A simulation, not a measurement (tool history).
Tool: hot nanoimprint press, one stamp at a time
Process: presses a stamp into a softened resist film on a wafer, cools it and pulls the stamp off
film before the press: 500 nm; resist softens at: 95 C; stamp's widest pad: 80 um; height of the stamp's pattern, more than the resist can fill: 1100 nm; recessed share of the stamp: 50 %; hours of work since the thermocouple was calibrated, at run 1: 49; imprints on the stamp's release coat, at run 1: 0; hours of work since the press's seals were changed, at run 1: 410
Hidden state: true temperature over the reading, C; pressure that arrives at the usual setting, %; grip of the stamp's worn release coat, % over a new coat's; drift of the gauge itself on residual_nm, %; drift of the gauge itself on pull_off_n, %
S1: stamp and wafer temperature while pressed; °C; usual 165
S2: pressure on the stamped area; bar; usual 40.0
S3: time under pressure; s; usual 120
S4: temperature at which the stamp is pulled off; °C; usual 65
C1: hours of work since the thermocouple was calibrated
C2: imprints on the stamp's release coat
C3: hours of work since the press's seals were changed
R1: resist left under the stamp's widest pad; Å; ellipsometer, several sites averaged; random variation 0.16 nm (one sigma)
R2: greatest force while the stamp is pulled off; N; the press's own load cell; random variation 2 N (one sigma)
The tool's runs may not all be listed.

run    hour   S1    S2   S3  S4   C1    C2   C3    R1   R2
  1     0.0  165  40.0  120  65   49     0  410  1839  169
  2    37.2  165  40.0   97  65   67    95  428  1990  170
  3    79.4  165  40.0  120  65   87   204  448  1838  167
  4   134.9  165  40.0  120  65  113   346  475  1837  174
  5   169.2  165  40.0  120  65  130   434  491  1834  171
  6   207.6  165  40.0  120  62  148   533  509  1834  178
      235.1  -- press's hydraulic seals changed and the load cell set to zero
  7   252.7  165  40.0  120  62  166   629    8  1833  177
  8   293.3  165  40.0  120  62  185   733   28  1836  178
  9   360.0  165  40.0  120  65  217   904   60  1830  167
 10   409.5  165  40.0  120  65  241  1032   83  1829  170
 11   449.7  165  40.0  120  62  260  1135  103  1829  176
      475.6  -- stamp cleaned and given a new release coat
 12   511.2  165  40.0  120  54  287    92  129  1830  190
 13   548.8  165  40.0  120  54  305   188  147  1826  191
 14   609.5  165  40.0  120  54  334   344  176  1823  195
 15   661.4  165  40.0  120  54  358   478  201  1820  191
 16   699.5  169  40.0  164  63  377   576  219  1429  173
 17   759.8  169  40.0  164  63  405   731  248  1425  169
 18   804.0  165  40.0  120  73  426   845  269  1821  149
      823.4  -- plate thermocouple calibrated
 19   869.5  175  40.0  177  73   22  1005  299  1156  152
 20   919.7  175  43.2  177  73   46  1134  323  1104  154
      944.2  -- stamp cleaned and given a new release coat
 21   967.5  160  43.2  166  73   66    60  343  1822  153
 22  1021.8  176  43.2  124  73   92   199  369  1232  153
 23  1087.2  161  58.6  124  70  123   367  400  1657  164
 24  1137.8  161  33.6  124  58  147   498  424  2228  182
 25  1176.7  161  33.6  124  58  166   597  443  2226  186
 26  1209.3  161  33.6  124  58  182   681  458  2228  183
 27  1247.4  161  33.6  124  58  200   779  476  2226  182
 28  1299.7  161  33.6  124  58  225   914  501  2223  184
     1345.8  -- press's hydraulic seals changed and the load cell set to zero
 29  1345.8  165  40.0   68  65  243  1012    0  2220  171

Forecast each of these 5 alternatives for the next run:
  A  1388.1  166  42.6   68  60  263  1120  20   ?   ?
  B  1388.1  165  40.0   68  62  263  1120  20   ?   ?
  C  1388.1  159  40.0  177  59  263  1120  20   ?   ?
  D  1388.1  174  45.8  120  65  263  1120  20   ?   ?
  E  1388.1  160  40.0  120  65  263  1120  20   ?   ?

run    R1   R2
  A  2080  181
  B  2216  175
  C  1909  180
  D  1272  169
  E  2120  169
Without the tool's hidden state the same runs would have given:
run    R1   R2
  A  2119  180
  B  2257  174
  C  1945  180
  D  1296  168
  E  2159  169

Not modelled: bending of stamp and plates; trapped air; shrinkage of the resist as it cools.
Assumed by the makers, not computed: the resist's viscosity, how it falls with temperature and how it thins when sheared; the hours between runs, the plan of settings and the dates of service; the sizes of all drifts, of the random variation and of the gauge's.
